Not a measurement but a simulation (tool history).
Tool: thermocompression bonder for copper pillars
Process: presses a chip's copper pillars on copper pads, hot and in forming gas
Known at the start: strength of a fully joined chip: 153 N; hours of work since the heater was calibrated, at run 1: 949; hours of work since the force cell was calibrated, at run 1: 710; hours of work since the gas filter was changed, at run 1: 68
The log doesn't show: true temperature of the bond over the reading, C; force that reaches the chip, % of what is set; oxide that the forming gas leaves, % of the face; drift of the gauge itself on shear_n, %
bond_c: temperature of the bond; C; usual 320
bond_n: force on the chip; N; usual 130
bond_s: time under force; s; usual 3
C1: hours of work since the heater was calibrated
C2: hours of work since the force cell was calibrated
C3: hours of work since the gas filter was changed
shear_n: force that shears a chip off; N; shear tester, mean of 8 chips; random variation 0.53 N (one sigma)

Run 1, hour 0.0: usual settings; C1 949; C2 710; C3 68. Result: shear_n 57.3 N.
Run 2, hour 25.2: usual settings but bond_n 79 N; C1 967; C2 727; C3 85. Result: shear_n 39.2 N.
Run 3, hour 57.5: usual settings but bond_n 79 N; C1 989; C2 749; C3 107. Result: shear_n 39.5 N.
Run 4, hour 82.7: usual settings but bond_n 79 N; C1 1006; C2 766; C3 125. Result: shear_n 40.2 N.
Run 5, hour 106.2: usual settings but bond_n 79 N; C1 1022; C2 782; C3 141. Result: shear_n 39.2 N.
Run 6, hour 142.2: usual settings but bond_n 79 N; C1 1046; C2 806; C3 165. Result: shear_n 39.2 N.
Run 7, hour 179.4: usual settings but bond_n 79 N; C1 1072; C2 832; C3 191. Result: shear_n 38.1 N.
At hour 200.4: forming gas filter changed.
Run 8, hour 215.1: usual settings but bond_n 79 N; C1 1096; C2 856; C3 10. Result: shear_n 40.3 N.
Run 9, hour 252.4: usual settings but bond_n 79 N; C1 1121; C2 881; C3 35. Result: shear_n 40.3 N.
Run 10, hour 274.0: usual settings but bond_c 316 C, bond_s 6 s; C1 1136; C2 896; C3 50. Result: shear_n 71.4 N.
Run 11, hour 306.9: usual settings but bond_c 323 C, bond_n 85 N, bond_s 5 s; C1 1158; C2 918; C3 73. Result: shear_n 53.4 N.
Run 12, hour 333.5: usual settings but bond_c 342 C, bond_s 7 s; C1 1177; C2 937; C3 91. Result: shear_n 93.9 N.
Run 13, hour 355.5: usual settings but bond_c 342 C, bond_s 7 s; C1 1192; C2 952; C3 106. Result: shear_n 95.1 N.
Run 14, hour 381.8: usual settings but bond_c 342 C, bond_s 7 s; C1 1209; C2 970; C3 124. Result: shear_n 93.6 N.
Run 15, hour 410.3: usual settings but bond_c 342 C, bond_s 7 s; C1 1229; C2 989; C3 143. Result: shear_n 94.6 N.
Run 16, hour 426.2: usual settings but bond_c 342 C, bond_s 7 s; C1 1240; C2 1000; C3 154. Result: shear_n 94.4 N.
Run 17, hour 446.4: usual settings but bond_c 326 C, bond_s 4 s; C1 1254; C2 1014; C3 168. Result: shear_n 65.8 N.

Hidden state or all else? Some run-to-run changes of shear_n, split into what the settings, what came in and random variation would give without the hidden state, and what is left for the hidden state (with any gauge scatter that isn't in both results):
Run 9 -> 10: bond_c 320 -> 316, bond_n 79 -> 130, bond_s 3 -> 6. shear_n +31.1 N: hidden state -1.4, all else +32.5.
Run 11 -> 12: bond_c 323 -> 342, bond_n 85 -> 130, bond_s 5 -> 7. shear_n +40.5 N: hidden state -1.2, all else +41.7.
